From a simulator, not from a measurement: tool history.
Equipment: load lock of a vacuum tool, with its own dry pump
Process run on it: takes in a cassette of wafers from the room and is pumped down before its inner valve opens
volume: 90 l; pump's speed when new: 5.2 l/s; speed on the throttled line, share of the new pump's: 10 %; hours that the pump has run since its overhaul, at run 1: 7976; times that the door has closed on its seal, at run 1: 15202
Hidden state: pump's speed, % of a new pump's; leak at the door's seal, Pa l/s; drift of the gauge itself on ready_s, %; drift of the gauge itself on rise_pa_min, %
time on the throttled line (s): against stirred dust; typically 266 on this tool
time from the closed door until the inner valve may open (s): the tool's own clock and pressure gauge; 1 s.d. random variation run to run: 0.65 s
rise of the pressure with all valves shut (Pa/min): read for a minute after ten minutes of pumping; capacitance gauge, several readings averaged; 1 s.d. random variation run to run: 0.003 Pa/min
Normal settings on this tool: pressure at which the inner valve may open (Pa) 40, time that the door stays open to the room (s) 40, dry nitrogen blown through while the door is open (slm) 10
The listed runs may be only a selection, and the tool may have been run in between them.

run,day,time on the throttled line (s),pressure at which the inner valve may open (Pa),time that the door stays open to the room (s),dry nitrogen blown through while the door is open (slm),hours that the pump has run since its overhaul,times that the door has closed on its seal,"incoming humidity of the room's air, %",time from the closed door until the inner valve may open (s),rise of the pressure with all valves shut (Pa/min)
1,0,266,40,40,10,7976,15202,42.6,374.4,0.028
2,9.354,266,40,40,10,8200,16152,43.2,374.2,0.023
3,17.212,266,40,40,10,8389,16951,48.4,373.6,0.02
4,25.008,266,40,40,10,8576,17744,47.5,374.4,0.023
5,33.162,266,40,40,10,8772,18572,47.1,375.4,0.022
6,42.042,266,40,40,14,8985,19475,43.8,376,0.017
7,55.238,453,40,40,14,9302,20816,42.6,540.6,0.02
8,62.696,266,29,40,10,9481,21574,51.2,378.9,0.025
9,75,266,40,40,10,9776,22824,46.3,375,0.023
10,86.625,266,40,40,10,10055,24006,46.1,374.3,0.019
# day 95.388: door's seal changed, seat wiped
11,99.904,266,40,40,10,10372,459,45.3,374,0.017
12,107.671,266,40,40,10,10559,1249,45.6,374.2,0.016
13,118.362,266,40,40,10,10815,2335,45.1,375,0.018
14,124.283,266,40,40,10,10957,2937,44.6,374.1,0.016
15,132.767,268,32,40,26,11161,3799,43.8,380.1,0.01
16,141.15,268,70,40,16,11362,4651,46.1,365.4,0.018
17,148.879,454,47,72,5,11548,5437,44.1,540.3,0.033
18,159.133,454,47,72,5,11794,6479,40.9,541.4,0.031
19,168.733,454,47,72,5,12024,7455,42.9,539.3,0.032
20,178.529,454,47,72,5,12259,8450,48.3,540.3,0.039
21,190.958,355,47,72,41,12558,9713,42,452.2,0.013
22,197.279,141,40,27,10,12709,10356,43,262.4,0.017
23,203.046,266,40,69,43,12848,10942,45.2,374,0.012
24,208.629,235,46,101,38,12982,11509,44.3,344.1,0.012
25,219.629,235,35,101,38,13246,12627,46.8,349,0.016
26,230.492,356,31,101,38,13506,13731,46.7,459.8,0.013
27,241.062,356,31,101,38,13760,14806,44.6,460.2,0.016

4 options for the next run, each taken on its own from the tool as it stands now. Forecast them:
A,249.629,356,64,35,19,13966,15676,42.5,?,?
B,249.629,266,40,40,5,13966,15676,46.2,?,?
C,249.629,142,68,101,38,13966,15676,41,?,?
D,249.629,266,38,40,10,13966,15676,44.3,?,?

run,time from the closed door until the inner valve may open (s),rise of the pressure with all valves shut (Pa/min)
A,446.9,0.015
B,374.5,0.024
C,253.4,0.011
D,374.7,0.027
Take away the tool's hidden state, keep each run's random variation, and the runs would have read:
run,time from the closed door until the inner valve may open (s),rise of the pressure with all valves shut (Pa/min)
A,446.9,0.015
B,374.5,0.024
C,253.3,0.01
D,374.7,0.026
